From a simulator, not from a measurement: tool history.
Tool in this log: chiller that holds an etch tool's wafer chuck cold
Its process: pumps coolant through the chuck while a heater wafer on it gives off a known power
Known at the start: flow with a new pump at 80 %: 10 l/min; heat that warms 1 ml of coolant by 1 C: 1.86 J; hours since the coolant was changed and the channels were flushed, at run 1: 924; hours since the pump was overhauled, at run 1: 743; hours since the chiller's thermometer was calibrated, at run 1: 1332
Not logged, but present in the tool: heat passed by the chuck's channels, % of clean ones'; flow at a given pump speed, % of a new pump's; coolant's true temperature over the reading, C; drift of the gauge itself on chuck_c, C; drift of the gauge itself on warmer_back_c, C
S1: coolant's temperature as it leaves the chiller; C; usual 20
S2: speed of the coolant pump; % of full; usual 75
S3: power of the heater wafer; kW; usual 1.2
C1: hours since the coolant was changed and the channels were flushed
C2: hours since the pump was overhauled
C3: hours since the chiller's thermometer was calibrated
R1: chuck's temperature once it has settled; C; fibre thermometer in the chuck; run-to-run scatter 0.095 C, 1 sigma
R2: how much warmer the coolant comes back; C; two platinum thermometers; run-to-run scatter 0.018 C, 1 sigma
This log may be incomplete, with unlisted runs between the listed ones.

run 1 hour=0 | S1=20 S2=75 S3=1.2 | C1=924 C2=743 C3=1332 | R1=28.07 R2=4.13
run 2 hour=16 | S1=20 S2=75 S3=1.2 | C1=940 C2=759 C3=1348 | R1=28.12 R2=4.13
run 3 hour=30.8 | S1=20 S2=75 S3=1.2 | C1=955 C2=774 C3=1363 | R1=28.18 R2=4.14
run 4 hour=55.9 | S1=20 S2=75 S3=1.2 | C1=980 C2=799 C3=1388 | R1=28.12 R2=4.13
run 5 hour=75 | S1=20 S2=75 S3=1.2 | C1=999 C2=818 C3=1407 | R1=28.13 R2=4.12
run 6 hour=94.9 | S1=20 S2=75 S3=1.2 | C1=1019 C2=838 C3=1427 | R1=28.06 R2=4.12
run 7 hour=123.4 | S1=20 S2=75 S3=1.2 | C1=1048 C2=866 C3=1456 | R1=28.21 R2=4.11
run 8 hour=156.8 | S1=20 S2=75 S3=1.2 | C1=1081 C2=900 C3=1489 | R1=28.11 R2=4.1
run 9 hour=185.4 | S1=20 S2=75 S3=1.2 | C1=1110 C2=928 C3=1518 | R1=28.07 R2=4.15
run 10 hour=206.6 | S1=20 S2=75 S3=1.2 | C1=1131 C2=950 C3=1539 | R1=28.24 R2=4.1
run 11 hour=234.3 | S1=22 S2=75 S3=1.2 | C1=1159 C2=977 C3=1567 | R1=30.14 R2=4.11
run 12 hour=251.6 | S1=20 S2=75 S3=1.2 | C1=1176 C2=995 C3=1584 | R1=28.4 R2=4.1
run 13 hour=279.8 | S1=20 S2=75 S3=0.981 | C1=1204 C2=1023 C3=1612 | R1=26.63 R2=3.38
run 14 hour=303.9 | S1=20 S2=75 S3=0.981 | C1=1228 C2=1047 C3=1636 | R1=26.69 R2=3.33
run 15 hour=332.7 | S1=20 S2=77 S3=1.2 | C1=1257 C2=1076 C3=1665 | R1=28.09 R2=4.04
run 16 hour=364.2 | S1=20 S2=77 S3=1.2 | C1=1289 C2=1107 C3=1697 | R1=28.08 R2=4.04
run 17 hour=385.2 | S1=20 S2=77 S3=1.2 | C1=1310 C2=1128 C3=1718 | R1=27.82 R2=4
run 18 hour=411 | S1=20 S2=77 S3=1.2 | C1=1335 C2=1154 C3=1743 | R1=28.1 R2=4.03
run 19 hour=439.6 | S1=20 S2=77 S3=1.2 | C1=1364 C2=1183 C3=1772 | R1=27.93 R2=4.01
run 20 hour=467.8 | S1=20 S2=73 S3=1.2 | C1=1392 C2=1211 C3=1800 | R1=28.33 R2=4.23
run 21 hour=483.3 | S1=25 S2=89 S3=1.528 | C1=1408 C2=1226 C3=1816 | R1=33.85 R2=4.43
run 22 hour=510.4 | S1=20 S2=75 S3=0.868 | C1=1435 C2=1253 C3=1843 | R1=25.88 R2=2.97
run 23 hour=539.6 | S1=20 S2=75 S3=0.838 | C1=1464 C2=1283 C3=1872 | R1=25.7 R2=2.88
run 24 hour=567.7 | S1=20 S2=94 S3=1.2 | C1=1492 C2=1311 C3=1900 | R1=26.75 R2=3.31
run 25 hour=601.1 | S1=12 S2=73 S3=0.653 | C1=1526 C2=1344 C3=1934 | R1=16.5 R2=2.3
run 26 hour=616.4 | S1=12 S2=73 S3=0.653 | C1=1541 C2=1359 C3=1949 | R1=16.35 R2=2.3

What does the tool deliver on the next run?
run 27 hour=634.7 | S1=12 S2=73 S3=0.653 | C1=1559 C2=1378 C3=1967 | R1=? R2=?

Run 27 measured R1 16.59 C, R2 2.34 C.
With no hidden state in the tool, this same run would have given R1 16.59 C, R2 2.34 C.
